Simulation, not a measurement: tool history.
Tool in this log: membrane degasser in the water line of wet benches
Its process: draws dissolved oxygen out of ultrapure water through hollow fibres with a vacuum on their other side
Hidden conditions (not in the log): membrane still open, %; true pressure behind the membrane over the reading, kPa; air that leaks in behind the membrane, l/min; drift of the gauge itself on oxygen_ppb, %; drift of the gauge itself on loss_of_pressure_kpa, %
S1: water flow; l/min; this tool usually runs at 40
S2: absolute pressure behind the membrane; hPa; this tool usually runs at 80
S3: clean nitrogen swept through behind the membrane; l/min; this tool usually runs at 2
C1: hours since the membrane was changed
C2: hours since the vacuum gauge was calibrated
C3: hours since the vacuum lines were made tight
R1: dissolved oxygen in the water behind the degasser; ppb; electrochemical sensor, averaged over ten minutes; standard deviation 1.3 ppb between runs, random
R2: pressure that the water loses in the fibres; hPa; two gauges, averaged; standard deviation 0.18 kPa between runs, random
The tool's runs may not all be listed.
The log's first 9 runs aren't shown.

Run 10, day 12.467: usual settings but S3 2.28 l/min; C1 592; C2 3149; C3 8201. Result: R1 201.9 ppb, R2 448.6 hPa.
Run 11, day 13.708: usual settings; C1 622; C2 3179; C3 8231. Result: R1 226.3 ppb, R2 447.6 hPa.
Run 12, day 14.679: usual settings; C1 645; C2 3202; C3 8254. Result: R1 223.4 ppb, R2 446 hPa.
Run 13, day 16.442: usual settings but S2 143.9 hPa; C1 688; C2 3244; C3 8296. Result: R1 486.9 ppb, R2 447.7 hPa.
Run 14, day 17.462: usual settings but S2 143.9 hPa; C1 712; C2 3269; C3 8321. Result: R1 488.3 ppb, R2 449 hPa.
Run 15, day 19.025: usual settings but S2 143.9 hPa; C1 750; C2 3306; C3 8358. Result: R1 488.6 ppb, R2 446.7 hPa.
Run 16, day 20.442: usual settings but S3 4.61 l/min; C1 783; C2 3340; C3 8392. Result: R1 114 ppb, R2 450.3 hPa.
Run 17, day 21.362: usual settings but S3 4.61 l/min; C1 806; C2 3362; C3 8415. Result: R1 113.8 ppb, R2 446.8 hPa.
Run 18, day 23.162: usual settings but S1 32 l/min, S2 62.9 hPa; C1 849; C2 3405; C3 8458. Result: R1 120.6 ppb, R2 357.4 hPa.
Run 19, day 24.471: usual settings but S1 32 l/min, S2 62.9 hPa, S3 2.89 l/min; C1 880; C2 3437; C3 8489. Result: R1 88 ppb, R2 356.6 hPa.
Run 20, day 26.112: usual settings but S2 125.2 hPa, S3 2.22 l/min; C1 920; C2 3476; C3 8529. Result: R1 381.6 ppb, R2 448.6 hPa.
Run 21, day 27.992: usual settings but S1 36 l/min, S2 125.2 hPa, S3 1.21 l/min; C1 965; C2 3521; C3 8574. Result: R1 563.2 ppb, R2 403.4 hPa.
Run 22, day 28.842: usual settings but S1 42 l/min; C1 985; C2 3542; C3 8594. Result: R1 238.1 ppb, R2 469.6 hPa.
Run 23, day 30.592: usual settings but S1 42 l/min, S2 63.6 hPa; C1 1027; C2 3584; C3 8636. Result: R1 163.3 ppb, R2 468 hPa.
Run 24, day 31.55: usual settings but S1 36 l/min, S2 89.1 hPa, S3 5.99 l/min; C1 1050; C2 3607; C3 8659. Result: R1 95.2 ppb, R2 400 hPa.
Run 25, day 32.996: usual settings but S1 27 l/min, S2 86.2 hPa, S3 5.99 l/min; C1 1085; C2 3641; C3 8694. Result: R1 64.5 ppb, R2 304.7 hPa.
Run 26, day 33.8: usual settings but S1 27 l/min, S2 86.2 hPa, S3 5.99 l/min; C1 1104; C2 3661; C3 8713. Result: R1 64.5 ppb, R2 301.6 hPa.
Run 27, day 35.317: usual settings but S1 27 l/min, S2 168.9 hPa; C1 1141; C2 3697; C3 8749. Result: R1 408.6 ppb, R2 302.1 hPa.
Run 28, day 36.996: usual settings but S1 32 l/min, S2 128.2 hPa, S3 2.41 l/min; C1 1181; C2 3737; C3 8790. Result: R1 297 ppb, R2 358.3 hPa.
Run 29, day 38.658: usual settings but S3 1.58 l/min; C1 1221; C2 3777; C3 8830. Result: R1 271.2 ppb, R2 450.7 hPa.
Run 30, day 40.212: usual settings but S3 1.58 l/min; C1 1258; C2 3815; C3 8867. Result: R1 272.8 ppb, R2 448.6 hPa.
Run 31, day 41.425: usual settings but S3 1.58 l/min; C1 1287; C2 3844; C3 8896. Result: R1 274.6 ppb, R2 448.8 hPa.
Run 32, day 43: usual settings but S1 46 l/min, S2 61.7 hPa, S3 1.27 l/min; C1 1325; C2 3882; C3 8934. Result: R1 236.7 ppb, R2 516.3 hPa.

Here are 4 independent what-if runs from the current tool condition. What would each one return?
Run A, day 44.383: usual settings but S3 4.05 l/min; C1 1358; C2 3915; C3 8967. Result: R1 ?, R2 ?.
Run B, day 44.383: usual settings but S1 44 l/min, S2 154.4 hPa, S3 1.27 l/min; C1 1358; C2 3915; C3 8967. Result: R1 ?, R2 ?.
Run C, day 44.383: usual settings but S1 41 l/min, S2 146.9 hPa, S3 3.37 l/min; C1 1358; C2 3915; C3 8967. Result: R1 ?, R2 ?.
Run D, day 44.383: usual settings but S2 53.7 hPa, S3 2.51 l/min; C1 1358; C2 3915; C3 8967. Result: R1 ?, R2 ?.

run     R1     R2
  A  125.7  450.9
  B  820.5  490.8
  C  334.9  459.9
  D   94.6  445.9
Stripped of hidden state, with their random variation kept, the same runs would have yielded:
run     R1     R2
  A  125.6  450.8
  B  820.2  490.7
  C  334.7  459.9
  D   94.4  445.9

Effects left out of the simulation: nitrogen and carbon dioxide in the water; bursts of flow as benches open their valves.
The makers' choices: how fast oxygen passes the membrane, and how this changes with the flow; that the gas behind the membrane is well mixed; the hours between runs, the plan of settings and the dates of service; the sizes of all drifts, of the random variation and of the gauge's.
